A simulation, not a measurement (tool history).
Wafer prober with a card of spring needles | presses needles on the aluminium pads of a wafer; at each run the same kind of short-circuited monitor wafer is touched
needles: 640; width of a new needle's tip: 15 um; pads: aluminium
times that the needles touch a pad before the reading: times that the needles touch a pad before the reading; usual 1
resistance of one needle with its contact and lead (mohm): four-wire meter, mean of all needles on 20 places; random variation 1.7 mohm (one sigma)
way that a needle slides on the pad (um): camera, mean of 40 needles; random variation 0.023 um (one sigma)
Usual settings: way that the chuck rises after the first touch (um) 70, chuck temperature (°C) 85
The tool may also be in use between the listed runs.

run,hour,way that the chuck rises after the first touch (um),chuck temperature (°C),times that the needles touch a pad before the reading,resistance of one needle with its contact and lead (mohm),way that a needle slides on the pad (um)
1,0.0,70,85,1,197,13.99
# hour 18.9: tips cleaned on abrasive film
2,32.9,70,85,1,208,13.96
# hour 49.6: tips cleaned on abrasive film
3,72.3,70,85,1,217,13.95
# hour 80.2: tips cleaned on abrasive film
4,108.5,70,85,1,224,13.93
# hour 112.0: tips cleaned on abrasive film
# hour 141.0: tips cleaned on abrasive film
5,141.0,70,85,1,180,13.90
# hour 170.8: tips cleaned on abrasive film
6,173.2,70,85,1,184,13.88
# hour 200.8: tips cleaned on abrasive film
7,210.1,70,85,1,201,13.91
# hour 232.3: tips cleaned on abrasive film
8,233.9,70,85,1,185,13.85
# hour 263.2: tips cleaned on abrasive film
9,275.0,50,46,1,227,9.78
# hour 293.9: tips cleaned on abrasive film
10,303.6,89,79,1,193,17.68
# hour 323.7: tips cleaned on abrasive film
11,341.1,89,79,1,199,17.66
# hour 355.0: tips cleaned on abrasive film
12,370.3,73,87,1,205,14.40
# hour 384.2: tips cleaned on abrasive film
# hour 399.2: height of the first contact set anew
13,410.1,62,55,3,191,12.54
# hour 416.5: tips cleaned on abrasive film
14,443.3,56,85,1,252,11.29

5 ways to go on from here, each from the tool as it stands after run 14. What would each give?
# hour 447.0: tips cleaned on abrasive film
A,461.1,70,38,2,?,?
# hour 447.0: tips cleaned on abrasive film
B,461.1,65,66,2,?,?
# hour 447.0: tips cleaned on abrasive film
C,461.1,70,27,1,?,?
# hour 447.0: tips cleaned on abrasive film
D,461.1,57,65,3,?,?
# hour 447.0: tips cleaned on abrasive film
E,461.1,68,85,1,?,?

run,resistance of one needle with its contact and lead (mohm),way that a needle slides on the pad (um)
A,181,14.11
B,193,13.11
C,197,14.13
D,190,11.47
E,203,13.69
Without the tool's hidden state the same runs would have given:
run,resistance of one needle with its contact and lead (mohm),way that a needle slides on the pad (um)
A,161,14.15
B,170,13.15
C,162,14.17
D,172,11.51
E,170,13.73
